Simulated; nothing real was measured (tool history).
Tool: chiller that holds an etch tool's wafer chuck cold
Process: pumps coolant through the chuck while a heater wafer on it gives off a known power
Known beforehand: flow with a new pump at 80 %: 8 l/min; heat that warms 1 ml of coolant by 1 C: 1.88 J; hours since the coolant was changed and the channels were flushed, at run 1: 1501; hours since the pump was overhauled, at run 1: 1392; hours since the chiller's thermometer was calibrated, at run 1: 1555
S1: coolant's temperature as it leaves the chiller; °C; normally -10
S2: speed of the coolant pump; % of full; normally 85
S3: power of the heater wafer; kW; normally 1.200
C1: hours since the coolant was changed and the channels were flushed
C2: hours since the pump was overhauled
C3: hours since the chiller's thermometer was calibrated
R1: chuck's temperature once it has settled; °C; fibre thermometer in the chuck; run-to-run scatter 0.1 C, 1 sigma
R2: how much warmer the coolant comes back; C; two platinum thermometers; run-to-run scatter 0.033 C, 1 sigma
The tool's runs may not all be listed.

run 1 hour=0.0 | S1=-10 S2=85 S3=1.200 | C1=1501 C2=1392 C3=1555 | R1=-0.5 R2=4.74
run 2 hour=21.1 | S1=-7 S2=85 S3=1.200 | C1=1522 C2=1413 C3=1576 | R1=2.6 R2=4.72
run 3 hour=58.3 | S1=-7 S2=85 S3=1.200 | C1=1559 C2=1450 C3=1613 | R1=2.6 R2=4.80
run 4 hour=81.8 | S1=-7 S2=85 S3=1.200 | C1=1582 C2=1474 C3=1637 | R1=2.5 R2=4.73
run 5 hour=104.8 | S1=-7 S2=85 S3=1.200 | C1=1605 C2=1497 C3=1660 | R1=2.5 R2=4.75
run 6 hour=133.9 | S1=-7 S2=85 S3=1.200 | C1=1634 C2=1526 C3=1689 | R1=2.5 R2=4.78
run 7 hour=155.7 | S1=-19 S2=85 S3=1.200 | C1=1656 C2=1548 C3=1711 | R1=-9.6 R2=4.79
run 8 hour=193.0 | S1=-19 S2=85 S3=1.200 | C1=1694 C2=1585 C3=1748 | R1=-9.5 R2=4.80
run 9 hour=224.5 | S1=-13 S2=85 S3=1.200 | C1=1725 C2=1617 C3=1779 | R1=-3.3 R2=4.83
run 10 hour=260.4 | S1=-13 S2=85 S3=1.200 | C1=1761 C2=1652 C3=1815 | R1=-3.4 R2=4.81
run 11 hour=282.5 | S1=-8 S2=85 S3=1.200 | C1=1783 C2=1674 C3=1837 | R1=1.6 R2=4.87
run 12 hour=300.1 | S1=-8 S2=85 S3=1.200 | C1=1801 C2=1692 C3=1855 | R1=1.6 R2=4.79
run 13 hour=327.9 | S1=-10 S2=85 S3=1.200 | C1=1828 C2=1720 C3=1883 | R1=-0.4 R2=4.86
run 14 hour=357.3 | S1=-10 S2=85 S3=1.200 | C1=1858 C2=1749 C3=1912 | R1=-0.3 R2=4.82
run 15 hour=385.0 | S1=-10 S2=85 S3=1.200 | C1=1886 C2=1777 C3=1940 | R1=-0.5 R2=4.83
run 16 hour=423.4 | S1=-10 S2=85 S3=1.200 | C1=1924 C2=1815 C3=1978 | R1=-0.2 R2=4.86
run 17 hour=453.5 | S1=-10 S2=85 S3=1.200 | C1=1954 C2=1845 C3=2008 | R1=-0.3 R2=4.84
run 18 hour=478.1 | S1=-7 S2=85 S3=1.200 | C1=1979 C2=1870 C3=2033 | R1=2.7 R2=4.94
run 19 hour=495.0 | S1=-9 S2=90 S3=0.695 | C1=1996 C2=1887 C3=2050 | R1=-3.9 R2=2.61
run 20 hour=526.7 | S1=-2 S2=87 S3=1.055 | C1=2027 C2=1919 C3=2081 | R1=6.3 R2=4.18
run 21 hour=546.5 | S1=-11 S2=86 S3=1.337 | C1=2047 C2=1938 C3=2101 | R1=-0.2 R2=5.41
-- hour=554.0 coolant pump overhauled
run 22 hour=568.2 | S1=-11 S2=86 S3=1.337 | C1=2064 C2=14 C3=2118 | R1=0.2 R2=5.63
run 23 hour=600.4 | S1=-11 S2=86 S3=1.337 | C1=2096 C2=46 C3=2150 | R1=0.3 R2=5.64
-- hour=626.9 coolant pump overhauled, once more
run 24 hour=631.6 | S1=-16 S2=87 S3=1.337 | C1=2122 C2=5 C3=2176 | R1=-6.0 R2=4.88
run 25 hour=649.2 | S1=-9 S2=86 S3=1.200 | C1=2140 C2=22 C3=2194 | R1=0.0 R2=4.41
run 26 hour=676.7 | S1=-15 S2=86 S3=1.200 | C1=2167 C2=50 C3=2222 | R1=-5.7 R2=4.51
run 27 hour=701.7 | S1=-7 S2=77 S3=1.328 | C1=2192 C2=75 C3=2246 | R1=4.1 R2=5.56
run 28 hour=733.8 | S1=-7 S2=77 S3=1.328 | C1=2224 C2=107 C3=2279 | R1=4.0 R2=5.53
run 29 hour=773.6 | S1=-18 S2=79 S3=1.200 | C1=2264 C2=147 C3=2318 | R1=-8.2 R2=4.84
run 30 hour=798.8 | S1=-18 S2=79 S3=1.200 | C1=2289 C2=172 C3=2344 | R1=-8.1 R2=4.91
run 31 hour=834.2 | S1=-10 S2=85 S3=0.698 | C1=2325 C2=207 C3=2379 | R1=-4.9 R2=2.56
run 32 hour=853.4 | S1=-10 S2=85 S3=1.364 | C1=2344 C2=226 C3=2398 | R1=0.4 R2=5.14
run 33 hour=890.0 | S1=-7 S2=70 S3=1.200 | C1=2381 C2=263 C3=2435 | R1=4.0 R2=5.57

Entry by entry between the runs, the difference in hidden state between the last listed run before and the first listed run after:
After run 21, before run 22: coolant pump overhauled (hour 554.0)
  heat passed by the chuck's channels, % of clean ones': 85.4 -> 85.3; flow at a given pump speed, % of a new pump's: 92.1 -> 86.9; coolant's true temperature over the reading, C: -0.59 -> -0.6
  measured minus no-state result, R1: +1.2 -> +1.7 °C; R2: +0.42 -> +0.74 C
After run 23, before run 24: coolant pump overhauled, once more (hour 626.9)
  heat passed by the chuck's channels, % of clean ones': 85.1 -> 84.9; flow at a given pump speed, % of a new pump's: 86.8 -> 100.1
  measured minus no-state result, R1: +1.7 -> +0.5 °C; R2: +0.75 -> +0.00 C

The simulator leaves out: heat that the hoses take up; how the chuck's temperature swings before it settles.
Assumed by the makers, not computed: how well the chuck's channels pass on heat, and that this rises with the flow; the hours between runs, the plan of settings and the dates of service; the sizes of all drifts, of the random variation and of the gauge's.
